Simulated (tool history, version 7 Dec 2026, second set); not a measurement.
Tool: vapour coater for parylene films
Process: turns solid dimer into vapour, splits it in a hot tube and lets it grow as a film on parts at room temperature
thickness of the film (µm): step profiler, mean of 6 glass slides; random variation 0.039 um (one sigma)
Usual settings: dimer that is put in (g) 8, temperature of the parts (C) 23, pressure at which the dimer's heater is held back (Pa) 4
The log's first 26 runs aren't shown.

run    hour  dimer that is put in (g)  temperature of the parts (C)  pressure at which the dimer's heater is held back (Pa)  hours of work since the trap's valve was overhauled  hours of work since the table's thermometer was calibrated  thickness of the film (µm)
 27     844                         7                            23                                                    6.32                                                   53                                                         234                        3.21
 28   878.8                         4                            21                                                       4                                                   84                                                         265                        2.17
 29   903.1                         4                            21                                                       4                                                  105                                                         286                        2.12
 30   943.6                         4                            21                                                       4                                                  142                                                         322                         2.1
 31   986.9                         4                            21                                                       4                                                  180                                                         361                        2.06
 32  1022.3                         8                            20                                                    2.72                                                  212                                                         392                        4.55
 33  1045.7                         8                            20                                                    2.72                                                  233                                                         413                         4.5
 34  1067.8                         8                            20                                                    9.55                                                  252                                                         433                        3.38
     1084.5  -- trap's valve overhauled
 35  1098.1                         7                            29                                                       4                                                   12                                                         456                        2.87
 36  1118.6                         7                            29                                                       4                                                   30                                                         475                        2.77
 37  1150.7                         5                            30                                                    4.05                                                   59                                                         503                        1.89
 38  1179.6                         5                            30                                                    4.05                                                   85                                                         529                        1.89
 39  1219.5                         8                            22                                                       4                                                  120                                                         565                        4.03
 40  1252.5                         8                            29                                                       4                                                  150                                                         594                        3.06
 41  1290.4                         8                            29                                                       4                                                  183                                                         628                        2.97
 42  1309.5                         8                            22                                                    6.54                                                  200                                                         645                        3.49

5 ways to go on from here, each from the tool as it stands after run 42. What would each give?
  A  1346.6                         5                            17                                                    9.12                                                  233                                                         678                           ?
  B  1346.6                         4                            22                                                    6.54                                                  233                                                         678                           ?
  C  1346.6                         4                            27                                                    3.05                                                  233                                                         678                           ?
  D  1346.6                         4                            21                                                    5.51                                                  233                                                         678                           ?
  E  1346.6                         8                            25                                                   10.27                                                  233                                                         678                           ?

run  thickness of the film (µm)
  A                        2.46
  B                         1.7
  C                        1.66
  D                        1.77
  E                        2.81
Without the tool's hidden state the same runs would have given:
run  thickness of the film (µm)
  A                        2.78
  B                        1.92
  C                        1.87
  D                        2.01
  E                        3.18
